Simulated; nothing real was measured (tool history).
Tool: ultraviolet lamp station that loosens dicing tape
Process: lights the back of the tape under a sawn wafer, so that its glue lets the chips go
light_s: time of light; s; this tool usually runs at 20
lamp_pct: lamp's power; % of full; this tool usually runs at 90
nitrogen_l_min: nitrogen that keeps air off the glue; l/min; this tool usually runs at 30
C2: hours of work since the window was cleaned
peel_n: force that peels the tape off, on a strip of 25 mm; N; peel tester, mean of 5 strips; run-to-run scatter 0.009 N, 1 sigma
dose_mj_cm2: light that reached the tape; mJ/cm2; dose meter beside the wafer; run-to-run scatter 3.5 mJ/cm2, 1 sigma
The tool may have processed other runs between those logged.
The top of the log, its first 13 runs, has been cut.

{"run": 14, "hour": 100.1, "light_s": 20, "lamp_pct": 77, "nitrogen_l_min": 30, "hours of work of the lamp": 163, "C2": 120, "peel_n": 0.509, "dose_mj_cm2": 482}
{"run": 15, "hour": 107.7, "light_s": 20, "lamp_pct": 77, "nitrogen_l_min": 30, "hours of work of the lamp": 168, "C2": 126, "peel_n": 0.527, "dose_mj_cm2": 482}
{"run": 16, "hour": 115.7, "light_s": 20, "lamp_pct": 77, "nitrogen_l_min": 30, "hours of work of the lamp": 174, "C2": 132, "peel_n": 0.52, "dose_mj_cm2": 491}
{"run": 17, "hour": 121.4, "light_s": 20, "lamp_pct": 77, "nitrogen_l_min": 30, "hours of work of the lamp": 179, "C2": 137, "peel_n": 0.543, "dose_mj_cm2": 485}
{"run": 18, "hour": 130.2, "light_s": 20, "lamp_pct": 88, "nitrogen_l_min": 30, "hours of work of the lamp": 185, "C2": 143, "peel_n": 0.369, "dose_mj_cm2": 555}
{"run": 19, "hour": 138.7, "light_s": 20, "lamp_pct": 88, "nitrogen_l_min": 30, "hours of work of the lamp": 192, "C2": 150, "peel_n": 0.398, "dose_mj_cm2": 563}
{"run": 20, "hour": 145.1, "light_s": 20, "lamp_pct": 88, "nitrogen_l_min": 30, "hours of work of the lamp": 197, "C2": 154, "peel_n": 0.374, "dose_mj_cm2": 560}
{"run": 21, "hour": 152.4, "light_s": 17, "lamp_pct": 61, "nitrogen_l_min": 10, "hours of work of the lamp": 202, "C2": 160, "peel_n": 2.262, "dose_mj_cm2": 330}
{"run": 22, "hour": 162.3, "light_s": 17, "lamp_pct": 61, "nitrogen_l_min": 10, "hours of work of the lamp": 210, "C2": 167, "peel_n": 2.285, "dose_mj_cm2": 329}
{"run": 23, "hour": 171.4, "light_s": 17, "lamp_pct": 61, "nitrogen_l_min": 10, "hours of work of the lamp": 216, "C2": 174, "peel_n": 2.32, "dose_mj_cm2": 328}
{"run": 24, "hour": 177.2, "light_s": 14, "lamp_pct": 73, "nitrogen_l_min": 17, "hours of work of the lamp": 221, "C2": 179, "peel_n": 1.81, "dose_mj_cm2": 321}
{"run": 25, "hour": 184.1, "light_s": 16, "lamp_pct": 62, "nitrogen_l_min": 17, "hours of work of the lamp": 226, "C2": 184, "peel_n": 1.846, "dose_mj_cm2": 312}
{"run": 26, "hour": 189.6, "light_s": 30, "lamp_pct": 66, "nitrogen_l_min": 17, "hours of work of the lamp": 230, "C2": 188, "peel_n": 0.447, "dose_mj_cm2": 624}
{"run": 27, "hour": 194.2, "light_s": 30, "lamp_pct": 83, "nitrogen_l_min": 13, "hours of work of the lamp": 234, "C2": 191, "peel_n": 0.339, "dose_mj_cm2": 786}
{"run": 28, "hour": 201.1, "light_s": 30, "lamp_pct": 83, "nitrogen_l_min": 12, "hours of work of the lamp": 239, "C2": 197, "peel_n": 0.367, "dose_mj_cm2": 800}
{"run": 29, "hour": 205.7, "light_s": 18, "lamp_pct": 79, "nitrogen_l_min": 24, "hours of work of the lamp": 242, "C2": 200, "peel_n": 0.759, "dose_mj_cm2": 453}
{"run": 30, "hour": 210.1, "light_s": 28, "lamp_pct": 77, "nitrogen_l_min": 23, "hours of work of the lamp": 246, "C2": 203, "peel_n": 0.302, "dose_mj_cm2": 683}
{"run": 31, "hour": 215.1, "light_s": 10, "lamp_pct": 73, "nitrogen_l_min": 21, "hours of work of the lamp": 249, "C2": 207, "peel_n": 2.58, "dose_mj_cm2": 230}
{"run": 32, "hour": 225.6, "light_s": 10, "lamp_pct": 73, "nitrogen_l_min": 45, "hours of work of the lamp": 257, "C2": 215, "peel_n": 1.876, "dose_mj_cm2": 232}
{"run": 33, "hour": 232.9, "light_s": 18, "lamp_pct": 75, "nitrogen_l_min": 51, "hours of work of the lamp": 263, "C2": 221, "peel_n": 0.512, "dose_mj_cm2": 431}
{"run": 34, "hour": 243.0, "light_s": 10, "lamp_pct": 61, "nitrogen_l_min": 23, "hours of work of the lamp": 270, "C2": 228, "peel_n": 3.207, "dose_mj_cm2": 194}
{"run": 35, "hour": 251.4, "light_s": 16, "lamp_pct": 81, "nitrogen_l_min": 39, "hours of work of the lamp": 277, "C2": 235, "peel_n": 0.663, "dose_mj_cm2": 412}
{"run": 36, "hour": 259.3, "light_s": 12, "lamp_pct": 61, "nitrogen_l_min": 39, "hours of work of the lamp": 283, "C2": 241, "peel_n": 2.006, "dose_mj_cm2": 228}
{"run": 37, "hour": 265.3, "light_s": 12, "lamp_pct": 61, "nitrogen_l_min": 39, "hours of work of the lamp": 287, "C2": 245, "peel_n": 2.018, "dose_mj_cm2": 228}
{"run": 38, "hour": 270.1, "light_s": 11, "lamp_pct": 88, "nitrogen_l_min": 11, "hours of work of the lamp": 291, "C2": 249, "peel_n": 2.469, "dose_mj_cm2": 309}

Here are 5 independent what-if runs from the current tool condition. What would each one return?
{"run": "A", "hour": 279.8, "light_s": 16, "lamp_pct": 90, "nitrogen_l_min": 19, "hours of work of the lamp": 298, "C2": 256, "peel_n": "?", "dose_mj_cm2": "?"}
{"run": "B", "hour": 279.8, "light_s": 38, "lamp_pct": 61, "nitrogen_l_min": 49, "hours of work of the lamp": 298, "C2": 256, "peel_n": "?", "dose_mj_cm2": "?"}
{"run": "C", "hour": 279.8, "light_s": 29, "lamp_pct": 90, "nitrogen_l_min": 30, "hours of work of the lamp": 298, "C2": 256, "peel_n": "?", "dose_mj_cm2": "?"}
{"run": "D", "hour": 279.8, "light_s": 21, "lamp_pct": 75, "nitrogen_l_min": 39, "hours of work of the lamp": 298, "C2": 256, "peel_n": "?", "dose_mj_cm2": "?"}
{"run": "E", "hour": 279.8, "light_s": 26, "lamp_pct": 76, "nitrogen_l_min": 21, "hours of work of the lamp": 298, "C2": 256, "peel_n": "?", "dose_mj_cm2": "?"}

run=A peel_n=0.837 dose_mj_cm2=456
run=B peel_n=0.204 dose_mj_cm2=736
run=C peel_n=0.200 dose_mj_cm2=831
run=D peel_n=0.416 dose_mj_cm2=502
run=E peel_n=0.407 dose_mj_cm2=631
Without the tool's unlogged condition, the same runs would have read:
run=A peel_n=0.834 dose_mj_cm2=457
run=B peel_n=0.204 dose_mj_cm2=737
run=C peel_n=0.200 dose_mj_cm2=832
run=D peel_n=0.414 dose_mj_cm2=503
run=E peel_n=0.405 dose_mj_cm2=632
